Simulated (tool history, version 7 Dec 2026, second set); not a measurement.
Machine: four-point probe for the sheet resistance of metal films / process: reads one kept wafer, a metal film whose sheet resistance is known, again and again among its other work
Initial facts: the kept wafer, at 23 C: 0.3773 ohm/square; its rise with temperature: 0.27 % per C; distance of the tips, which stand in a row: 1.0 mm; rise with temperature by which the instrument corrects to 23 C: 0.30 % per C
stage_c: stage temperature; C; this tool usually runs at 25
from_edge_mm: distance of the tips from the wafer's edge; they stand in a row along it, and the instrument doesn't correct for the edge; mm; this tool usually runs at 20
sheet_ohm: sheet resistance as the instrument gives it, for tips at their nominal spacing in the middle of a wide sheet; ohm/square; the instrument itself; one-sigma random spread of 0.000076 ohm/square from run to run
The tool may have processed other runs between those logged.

run     day  stage_c  from_edge_mm  sheet_ohm
  1       0       25            20   0.377708
  2   1.833       22            20   0.377943
  3   4.033       22            20   0.378076
  4   5.917       25            20   0.377565
  5   9.425       25            20   0.377674
  6  11.996       25            70   0.377195
  7  15.042       33             3   0.397493
     17.408  -- new probe head fitted
  8  17.408       25             4    0.38945
  9  20.729       25             6   0.382752
 10  22.617       25             6   0.382675
 11  25.921       25             6   0.382476
 12  28.425       25             6   0.382521

Each row is a separate what-if for the run after 12, all from the same tool condition, not one after another. Results?
  A  31.333       22            30          ?
  B  31.333       19            20          ?
  C  31.333       21             7          ?

run  sheet_ohm
  A   0.377717
  B   0.378352
  C   0.381582
Stripped of hidden state, with their random variation kept, the same runs would have yielded:
run  sheet_ohm
  A   0.377683
  B   0.378318
  C   0.381549
